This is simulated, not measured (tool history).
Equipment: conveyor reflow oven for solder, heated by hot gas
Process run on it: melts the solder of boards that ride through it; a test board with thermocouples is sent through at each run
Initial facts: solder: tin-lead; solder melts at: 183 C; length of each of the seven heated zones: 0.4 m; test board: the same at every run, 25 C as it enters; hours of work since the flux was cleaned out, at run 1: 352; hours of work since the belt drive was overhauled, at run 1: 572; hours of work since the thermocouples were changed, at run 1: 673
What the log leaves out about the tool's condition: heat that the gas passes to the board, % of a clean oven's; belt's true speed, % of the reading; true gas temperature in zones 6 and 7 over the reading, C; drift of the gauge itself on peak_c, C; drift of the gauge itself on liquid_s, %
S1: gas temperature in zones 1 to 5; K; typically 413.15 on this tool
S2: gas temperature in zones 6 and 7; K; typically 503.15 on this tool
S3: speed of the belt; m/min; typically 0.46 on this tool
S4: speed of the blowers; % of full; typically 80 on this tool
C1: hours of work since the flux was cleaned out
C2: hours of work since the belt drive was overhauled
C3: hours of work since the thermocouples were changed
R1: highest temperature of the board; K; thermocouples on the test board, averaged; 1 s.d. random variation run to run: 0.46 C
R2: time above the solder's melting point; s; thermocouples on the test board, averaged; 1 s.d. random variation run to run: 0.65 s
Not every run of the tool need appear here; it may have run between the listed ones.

{"run": 1, "hour": 0.0, "S1": 413.15, "S2": 503.15, "S3": 0.46, "S4": 80, "C1": 352, "C2": 572, "C3": 673, "R1": 488.15, "R2": 78.4}
{"run": 2, "hour": 31.4, "S1": 413.15, "S2": 503.15, "S3": 0.46, "S4": 80, "C1": 373, "C2": 594, "C3": 694, "R1": 488.15, "R2": 78.9}
{"run": 3, "hour": 64.2, "S1": 413.15, "S2": 503.15, "S3": 0.46, "S4": 81, "C1": 395, "C2": 616, "C3": 716, "R1": 488.65, "R2": 79}
{"run": 4, "hour": 82.8, "S1": 413.15, "S2": 503.15, "S3": 0.46, "S4": 62, "C1": 407, "C2": 628, "C3": 729, "R1": 485.65, "R2": 75.2}
{"hour": 96.3, "done": "flux residue cleaned out of gas plates and filters"}
{"run": 5, "hour": 120.9, "S1": 409.15, "S2": 503.15, "S3": 0.46, "S4": 80, "C1": 16, "C2": 650, "C3": 751, "R1": 486.35, "R2": 72.4}
{"run": 6, "hour": 144.5, "S1": 409.15, "S2": 503.15, "S3": 0.46, "S4": 80, "C1": 32, "C2": 666, "C3": 767, "R1": 486.35, "R2": 74.1}
{"run": 7, "hour": 166.7, "S1": 409.15, "S2": 503.15, "S3": 0.46, "S4": 80, "C1": 47, "C2": 681, "C3": 782, "R1": 486.25, "R2": 73.4}
{"run": 8, "hour": 199.8, "S1": 413.15, "S2": 495.15, "S3": 0.46, "S4": 80, "C1": 69, "C2": 703, "C3": 804, "R1": 480.25, "R2": 68.2}
{"run": 9, "hour": 233.6, "S1": 413.15, "S2": 495.15, "S3": 0.46, "S4": 80, "C1": 92, "C2": 726, "C3": 827, "R1": 478.55, "R2": 68}
{"run": 10, "hour": 258.1, "S1": 413.15, "S2": 495.15, "S3": 0.46, "S4": 80, "C1": 109, "C2": 742, "C3": 843, "R1": 479.25, "R2": 66.9}
{"run": 11, "hour": 273.9, "S1": 413.15, "S2": 509.15, "S3": 0.484, "S4": 80, "C1": 119, "C2": 753, "C3": 854, "R1": 489.55, "R2": 75.8}
{"hour": 292.0, "done": "flux residue cleaned out of gas plates and filters, once more"}
{"run": 12, "hour": 301.0, "S1": 414.15, "S2": 513.15, "S3": 0.425, "S4": 80, "C1": 6, "C2": 768, "C3": 869, "R1": 502.05, "R2": 100.4}
{"run": 13, "hour": 317.1, "S1": 413.15, "S2": 503.15, "S3": 0.46, "S4": 59, "C1": 17, "C2": 778, "C3": 879, "R1": 486.95, "R2": 80}
{"run": 14, "hour": 340.5, "S1": 413.15, "S2": 503.15, "S3": 0.46, "S4": 59, "C1": 33, "C2": 794, "C3": 895, "R1": 486.75, "R2": 78}
{"run": 15, "hour": 365.2, "S1": 425.15, "S2": 503.15, "S3": 0.472, "S4": 65, "C1": 49, "C2": 811, "C3": 912, "R1": 489.15, "R2": 85}
{"run": 16, "hour": 391.7, "S1": 413.15, "S2": 506.15, "S3": 0.46, "S4": 89, "C1": 67, "C2": 828, "C3": 929, "R1": 493.15, "R2": 85.4}
{"run": 17, "hour": 416.1, "S1": 413.15, "S2": 506.15, "S3": 0.46, "S4": 89, "C1": 83, "C2": 845, "C3": 946, "R1": 494.15, "R2": 85.4}
{"run": 18, "hour": 452.1, "S1": 422.15, "S2": 503.15, "S3": 0.46, "S4": 69, "C1": 107, "C2": 869, "C3": 970, "R1": 489.25, "R2": 84.8}
{"run": 19, "hour": 467.8, "S1": 428.15, "S2": 492.15, "S3": 0.403, "S4": 88, "C1": 118, "C2": 879, "C3": 980, "R1": 483.65, "R2": 98.8}
{"run": 20, "hour": 492.9, "S1": 418.15, "S2": 495.15, "S3": 0.433, "S4": 66, "C1": 135, "C2": 896, "C3": 997, "R1": 482.05, "R2": 80.6}

The logged runs with the hidden state left out (each run's random variation unchanged):
run=1 R1=492.05 R2=82.2
run=2 R1=492.35 R2=82.9
run=3 R1=493.05 R2=83.2
run=4 R1=489.95 R2=79.9
run=5 R1=491.65 R2=78.2
run=6 R1=491.85 R2=80.2
run=7 R1=491.95 R2=79.7
run=8 R1=485.75 R2=76.2
run=9 R1=484.15 R2=76.2
run=10 R1=485.05 R2=75.3
run=11 R1=496.15 R2=81.7
run=12 R1=504.15 R2=100.1
run=13 R1=488.95 R2=80.7
run=14 R1=488.75 R2=78.9
run=15 R1=491.45 R2=85.5
run=16 R1=495.75 R2=86.1
run=17 R1=496.95 R2=86.1
run=18 R1=492.05 R2=85.8
run=19 R1=486.55 R2=100.1
run=20 R1=485.05 R2=82.9

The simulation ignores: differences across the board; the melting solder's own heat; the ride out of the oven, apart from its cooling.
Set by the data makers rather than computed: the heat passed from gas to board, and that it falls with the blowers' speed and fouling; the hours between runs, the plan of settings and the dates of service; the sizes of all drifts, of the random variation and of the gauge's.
